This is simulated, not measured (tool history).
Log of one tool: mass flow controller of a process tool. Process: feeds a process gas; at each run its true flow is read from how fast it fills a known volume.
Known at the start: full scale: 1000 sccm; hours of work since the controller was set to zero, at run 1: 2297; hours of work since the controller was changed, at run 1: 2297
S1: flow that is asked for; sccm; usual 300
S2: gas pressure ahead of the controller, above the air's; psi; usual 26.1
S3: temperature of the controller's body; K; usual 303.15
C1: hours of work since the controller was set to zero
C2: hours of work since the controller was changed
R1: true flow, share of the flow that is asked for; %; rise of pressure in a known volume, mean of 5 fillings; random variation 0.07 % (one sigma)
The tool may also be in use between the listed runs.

run      day   S1    S2      S3    C1    C2      R1
  1    0.000  300  26.1  303.15  2297  2297   98.22
  2    9.346  300  26.1  303.15  2425  2425   98.24
  3   22.704  300  26.1  303.15  2607  2607   98.11
  4   30.829  471  26.1  303.15  2718  2718   99.49
  5   43.504  471  26.1  303.15  2891  2891   99.48
  6   54.025  471  26.1  303.15  3035  3035   99.53
  7   61.717  471  26.1  303.15  3140  3140   99.49
  8   74.658  471  26.1  301.15  3317  3317   99.31
  9   89.504  471  26.1  301.15  3520  3520   99.38
 10  104.612  300  26.1  303.15  3726  3726   97.72
 11  117.754  300  26.1  303.15  3905  3905   97.64
 12  128.392  300  26.1  303.15  4051  4051   97.70
     141.046  -- controller's zero set anew
 13  141.579  300  26.1  303.15     7  4231   97.22
 14  149.233  300  26.1  303.15   112  4335   96.98
 15  158.271  300  26.1  303.15   235  4459   96.96
 16  172.004  886  26.1  303.15   423  4646  101.67
 17  179.346  886  26.1  303.15   523  4746  101.71
     184.854  -- controller's zero set anew, once more
 18  186.921  422  26.1  303.15    28  4849  103.04
 19  200.171  422  26.1  303.15   209  5030  102.91
 20  210.983  422  26.1  303.15   357  5178  102.96
 21  224.958  422  26.1  303.15   548  5369  102.99
 22  236.825  300  26.1  303.15   710  5531  102.62
 23  247.308  300  26.1  303.15   853  5674  102.52
 24  256.138  300  26.1  303.15   974  5795  102.50
 25  264.425  300  36.3  294.15  1087  5908  102.08
     267.675  -- controller exchanged for a calibrated one
 26  272.975  144  20.6  294.15    72    72   97.33
 27  288.496  300  35.5  311.15   284   284   99.51
 28  304.388  300  35.5  311.15   501   501   99.40
 29  317.658  468  30.5  296.15   683   683   98.79
 30  326.133  468  30.5  296.15   798   798   98.83
 31  337.196  500  26.1  300.15   949   949   99.19
 32  352.817  622  22.0  294.15  1163  1163   99.07
 33  360.733  194  30.9  303.15  1271  1271   97.54
 34  369.758  140  38.4  311.15  1394  1394   97.14
 35  376.850  914  24.4  299.15  1491  1491  100.33
 36  389.383  202  32.2  295.15  1662  1662   96.81
 37  404.492  202  32.2  295.15  1868  1868   96.66
 38  418.400  300  28.7  311.15  2058  2058   98.76
 39  434.404  300  28.7  311.15  2277  2277   98.68
 40  441.392  736  24.2  305.15  2372  2372  100.57
 41  451.400  736  24.2  305.15  2509  2509  100.71
 42  463.662  122  23.4  301.15  2677  2677   92.79
 43  477.625  300  21.3  306.15  2867  2867   98.03
 44  486.029  300  21.3  306.15  2982  2982   97.95
 45  499.433  300  30.6  300.15  3165  3165   97.82
 46  510.842  144  25.5  298.15  3321  3321   93.09
 47  518.308  144  25.5  298.15  3423  3423   92.88

Forecast each of these 3 alternatives for the next run:
  A  530.950  188  26.3  310.15  3595  3595   ?
  B  530.950  321  30.3  307.15  3595  3595   ?
  C  530.950  240  31.2  305.15  3595  3595   ?

run     R1
  A  95.53
  B  98.43
  C  96.83
Without the tool's hidden state the same runs would have given:
run     R1
  A  99.42
  B  99.59
  C  99.29

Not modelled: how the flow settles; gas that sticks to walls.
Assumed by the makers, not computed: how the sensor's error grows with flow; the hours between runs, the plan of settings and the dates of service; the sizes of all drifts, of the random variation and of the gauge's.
